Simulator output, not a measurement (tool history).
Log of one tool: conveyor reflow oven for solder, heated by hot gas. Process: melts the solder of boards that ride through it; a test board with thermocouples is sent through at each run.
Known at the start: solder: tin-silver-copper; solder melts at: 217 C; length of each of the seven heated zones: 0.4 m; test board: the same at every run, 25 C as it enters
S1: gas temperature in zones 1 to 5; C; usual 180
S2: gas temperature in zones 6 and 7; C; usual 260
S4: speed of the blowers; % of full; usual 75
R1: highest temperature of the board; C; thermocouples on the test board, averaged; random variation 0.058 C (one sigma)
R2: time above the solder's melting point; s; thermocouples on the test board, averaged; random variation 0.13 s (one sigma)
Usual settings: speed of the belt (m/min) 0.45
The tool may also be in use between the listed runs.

Run 1, hour 0: usual settings. Result: R1 251.51 C, R2 85.4 s.
Run 2, hour 28.8: usual settings. Result: R1 251.58 C, R2 85.6 s.
Run 3, hour 55.9: usual settings but speed of the belt (m/min) 0.381. Result: R1 254.77 C, R2 106.4 s.
Run 4, hour 83.2: usual settings but speed of the belt (m/min) 0.381. Result: R1 254.78 C, R2 106.4 s.
Run 5, hour 96.3: usual settings but S1 167 C, speed of the belt (m/min) 0.381. Result: R1 253.57 C, R2 97.9 s.
Run 6, hour 116.2: usual settings but S1 167 C, S2 257 C, speed of the belt (m/min) 0.468, S4 73 % of full. Result: R1 245.53 C, R2 69.2 s.
Run 7, hour 128.5: usual settings but S2 248 C. Result: R1 240.45 C, R2 73.4 s.
At hour 135.3: flux residue cleaned out of gas plates and filters.
Run 8, hour 158.7: usual settings but S1 168 C, S2 269 C. Result: R1 257.19 C, R2 84.1 s.
Run 9, hour 179.3: usual settings but S1 173 C, S2 266 C, speed of the belt (m/min) 0.403. Result: R1 257.95 C, R2 98.3 s.
Run 10, hour 199: usual settings but S1 173 C, S2 266 C, speed of the belt (m/min) 0.497, S4 87 % of full. Result: R1 253.78 C, R2 75.1 s.

Forecast each of these 4 alternatives for the next run:
Run A, hour 216.7: usual settings but S2 258 C, S4 89 % of full. Result: R1 ?, R2 ?.
Run B, hour 216.7: usual settings but S1 173 C, S2 262 C, speed of the belt (m/min) 0.498, S4 87 % of full. Result: R1 ?, R2 ?.
Run C, hour 216.7: usual settings but S1 173 C, S2 266 C, speed of the belt (m/min) 0.493, S4 87 % of full. Result: R1 ?, R2 ?.
Run D, hour 216.7: usual settings but S1 175 C, S2 267 C, speed of the belt (m/min) 0.371. Result: R1 ?, R2 ?.

run      R1     R2
  A  250.05   84.3
  B  250.07   71.3
  C  253.83   75.8
  D  260.72  111.6
Without the tool's hidden state the same runs would have given:
run      R1     R2
  A  250.98   85.5
  B  251.65   73.2
  C  255.44   77.3
  D  261.19  111.5
